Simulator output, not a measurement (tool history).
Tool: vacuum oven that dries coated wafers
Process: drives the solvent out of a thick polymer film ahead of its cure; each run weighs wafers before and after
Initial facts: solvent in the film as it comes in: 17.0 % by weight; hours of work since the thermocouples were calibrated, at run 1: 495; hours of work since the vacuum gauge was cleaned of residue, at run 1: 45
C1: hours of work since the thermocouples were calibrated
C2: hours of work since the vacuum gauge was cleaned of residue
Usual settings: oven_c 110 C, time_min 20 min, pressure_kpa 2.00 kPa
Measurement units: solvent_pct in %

Run 1, hour 0.0: usual settings; C1 495; C2 45. Result: solvent_pct 2.76 %.
Run 2, hour 19.0: usual settings but pressure_kpa 6.16 kPa; C1 503; C2 52. Result: solvent_pct 4.44 %.
Run 3, hour 37.5: usual settings but pressure_kpa 6.16 kPa; C1 510; C2 60. Result: solvent_pct 4.40 %.
Run 4, hour 48.3: usual settings but pressure_kpa 6.16 kPa; C1 514; C2 64. Result: solvent_pct 4.39 %.
Run 5, hour 63.6: usual settings but pressure_kpa 6.16 kPa; C1 521; C2 70. Result: solvent_pct 4.38 %.
Run 6, hour 74.7: usual settings but pressure_kpa 6.16 kPa; C1 525; C2 75. Result: solvent_pct 4.31 %.
Run 7, hour 93.2: usual settings; C1 532; C2 82. Result: solvent_pct 2.68 %.
Run 8, hour 105.8: usual settings but oven_c 113 C; C1 538; C2 87. Result: solvent_pct 2.10 %.
Run 9, hour 115.4: usual settings but oven_c 116 C; C1 541; C2 91. Result: solvent_pct 1.63 %.
Run 10, hour 126.4: usual settings; C1 546; C2 96. Result: solvent_pct 2.68 %.
Run 11, hour 145.3: usual settings; C1 554; C2 103. Result: solvent_pct 2.71 %.
Run 12, hour 159.1: usual settings; C1 559; C2 109. Result: solvent_pct 2.67 %.
Run 13, hour 175.6: usual settings; C1 566; C2 115. Result: solvent_pct 2.79 %.
Run 14, hour 191.7: usual settings but oven_c 97 C; C1 572; C2 122. Result: solvent_pct 6.13 %.
Run 15, hour 204.0: usual settings but oven_c 97 C; C1 577; C2 127. Result: solvent_pct 6.17 %.
Run 16, hour 222.7: usual settings but oven_c 97 C; C1 585; C2 134. Result: solvent_pct 6.18 %.
Run 17, hour 238.4: usual settings; C1 591; C2 141. Result: solvent_pct 2.63 %.
Run 18, hour 256.7: usual settings but oven_c 114 C; C1 599; C2 148. Result: solvent_pct 1.97 %.
Run 19, hour 272.1: usual settings but time_min 12 min; C1 605; C2 154. Result: solvent_pct 4.84 %.
Run 20, hour 283.6: usual settings but oven_c 115 C, time_min 21 min, pressure_kpa 1.63 kPa; C1 609; C2 159. Result: solvent_pct 1.48 %.
Run 21, hour 301.5: usual settings but oven_c 115 C, time_min 21 min, pressure_kpa 1.63 kPa; C1 617; C2 166. Result: solvent_pct 1.50 %.
Run 22, hour 318.1: usual settings but oven_c 98 C, time_min 25 min; C1 623; C2 173. Result: solvent_pct 4.77 %.
Run 23, hour 327.9: usual settings but oven_c 102 C, time_min 26 min, pressure_kpa 6.70 kPa; C1 627; C2 177. Result: solvent_pct 5.95 %.
Run 24, hour 337.2: usual settings but oven_c 107 C, time_min 26 min, pressure_kpa 3.50 kPa; C1 631; C2 181. Result: solvent_pct 3.14 %.
Run 25, hour 355.8: usual settings but oven_c 124 C, time_min 14 min, pressure_kpa 3.23 kPa; C1 638; C2 188. Result: solvent_pct 1.70 %.
Run 26, hour 364.5: usual settings but time_min 32 min; C1 642; C2 192. Result: solvent_pct 1.51 %.
Run 27, hour 373.6: usual settings but time_min 32 min; C1 646; C2 195. Result: solvent_pct 1.47 %.
Run 28, hour 382.5: usual settings but oven_c 121 C, time_min 25 min, pressure_kpa 1.83 kPa; C1 649; C2 199. Result: solvent_pct 0.73 %.
Run 29, hour 394.7: usual settings but oven_c 121 C, time_min 18 min, pressure_kpa 1.52 kPa; C1 654; C2 204. Result: solvent_pct 1.04 %.
Run 30, hour 404.5: usual settings but time_min 14 min; C1 658; C2 208. Result: solvent_pct 4.17 %.
Run 31, hour 423.2: usual settings but time_min 14 min; C1 666; C2 215. Result: solvent_pct 4.14 %.
Run 32, hour 436.1: usual settings but time_min 18 min, pressure_kpa 1.25 kPa; C1 671; C2 221. Result: solvent_pct 2.78 %.
Run 33, hour 455.4: usual settings but oven_c 115 C, time_min 11 min, pressure_kpa 6.05 kPa; C1 679; C2 228. Result: solvent_pct 5.22 %.
Run 34, hour 469.3: usual settings but oven_c 108 C; C1 684; C2 234. Result: solvent_pct 3.07 %.
Run 35, hour 483.4: usual settings but oven_c 124 C, time_min 14 min, pressure_kpa 4.27 kPa; C1 690; C2 240. Result: solvent_pct 1.98 %.
Run 36, hour 493.9: usual settings but oven_c 124 C, time_min 14 min, pressure_kpa 4.27 kPa; C1 694; C2 244. Result: solvent_pct 1.93 %.
Run 37, hour 507.7: usual settings but oven_c 113 C, time_min 25 min, pressure_kpa 5.39 kPa; C1 700; C2 250. Result: solvent_pct 2.76 %.

3 options for the next run, each taken on its own from the tool as it stands now. Forecast them:
Run A, hour 524.2: usual settings but oven_c 122 C, time_min 25 min, pressure_kpa 5.39 kPa; C1 706; C2 256. Result: solvent_pct ?.
Run B, hour 524.2: usual settings but pressure_kpa 7.70 kPa; C1 706; C2 256. Result: solvent_pct ?.
Run C, hour 524.2: usual settings but oven_c 117 C, time_min 16 min, pressure_kpa 2.99 kPa; C1 706; C2 256. Result: solvent_pct ?.

run  solvent_pct
  A         1.74
  B         4.94
  C         2.31
Stripped of hidden state, with their random variation kept, the same runs would have yielded:
run  solvent_pct
  A         1.80
  B         5.16
  C         2.47

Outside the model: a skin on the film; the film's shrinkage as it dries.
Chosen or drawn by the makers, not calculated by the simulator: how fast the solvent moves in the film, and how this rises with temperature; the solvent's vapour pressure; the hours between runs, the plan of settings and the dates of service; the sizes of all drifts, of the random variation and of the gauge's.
